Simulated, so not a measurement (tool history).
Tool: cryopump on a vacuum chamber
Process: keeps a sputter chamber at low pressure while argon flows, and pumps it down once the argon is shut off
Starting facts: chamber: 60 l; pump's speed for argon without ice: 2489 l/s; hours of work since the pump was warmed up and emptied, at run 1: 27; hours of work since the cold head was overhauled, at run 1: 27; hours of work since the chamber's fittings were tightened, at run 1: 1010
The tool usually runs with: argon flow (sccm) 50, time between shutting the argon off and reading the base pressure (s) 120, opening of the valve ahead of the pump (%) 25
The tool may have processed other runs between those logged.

run	hour	argon flow (sccm)	time between shutting the argon off and reading the base pressure (s)	opening of the valve ahead of the pump (%)	hours of work since the pump was warmed up and emptied	hours of work since the cold head was overhauled	hours of work since the chamber's fittings were tightened	pressure while argon flows (Pa)	pressure after the wait (uPa)
1	0.0	50	120	25	27	27	1010	0.1361	1.60
2	28.0	50	120	25	49	49	1032	0.1369	1.66
3	45.3	73	120	25	62	62	1045	0.2009	1.64
# hour 66.1: leaking fittings of the chamber tightened, without venting
4	75.7	50	120	25	84	84	7	0.1370	0.44
5	100.1	50	120	25	103	103	26	0.1385	0.45
6	121.7	50	120	25	120	120	43	0.1398	0.50
7	141.9	31	120	25	136	136	59	0.0857	0.51
8	154.6	31	120	25	146	146	69	0.0864	0.50
9	169.3	31	87	25	157	157	81	0.0868	0.67
10	195.4	31	87	25	178	178	101	0.0875	0.63
11	221.5	50	63	25	198	198	121	0.1401	0.87
12	246.7	50	63	25	218	218	141	0.1419	0.85
13	269.6	50	38	25	236	236	159	0.1413	1.30
14	298.0	50	38	25	258	258	181	0.1426	1.32
15	318.9	50	38	25	274	274	197	0.1429	1.31
16	333.1	50	38	25	285	285	209	0.1441	1.32
17	347.2	22	56	34	296	296	219	0.0465	1.06
18	363.5	62	274	21	309	309	232	0.2109	0.57
19	375.6	62	68	39	319	319	242	0.1190	1.04
20	389.2	33	120	17	329	329	252	0.1375	0.85
21	412.9	33	120	17	348	348	271	0.1380	0.79
22	437.4	30	26	43	367	367	290	0.0530	1.85
23	450.0	30	26	43	377	377	300	0.0541	1.98
24	476.5	50	23	25	397	397	321	0.1473	2.17
25	488.8	79	23	31	407	407	330	0.1912	2.15

Here are 4 independent what-if runs from the current tool condition. What would each one return?
# hour 498.1: pump warmed up, emptied and cooled again
A	515.1	72	40	25	13	424	347	?	?
# hour 498.1: pump warmed up, emptied and cooled again
B	515.1	50	120	22	13	424	347	?	?
# hour 498.1: pump warmed up, emptied and cooled again
C	515.1	41	120	25	13	424	347	?	?
# hour 498.1: pump warmed up, emptied and cooled again
D	515.1	38	120	25	13	424	347	?	?

run	pressure while argon flows (Pa)	pressure after the wait (uPa)
A	0.1981	1.41
B	0.1565	0.79
C	0.1126	0.79
D	0.1040	0.82
With the hidden condition removed and each run's random variation left untouched, the same runs would have given:
run	pressure while argon flows (Pa)	pressure after the wait (uPa)
A	0.1970	1.00
B	0.1557	0.39
C	0.1120	0.39
D	0.1035	0.42
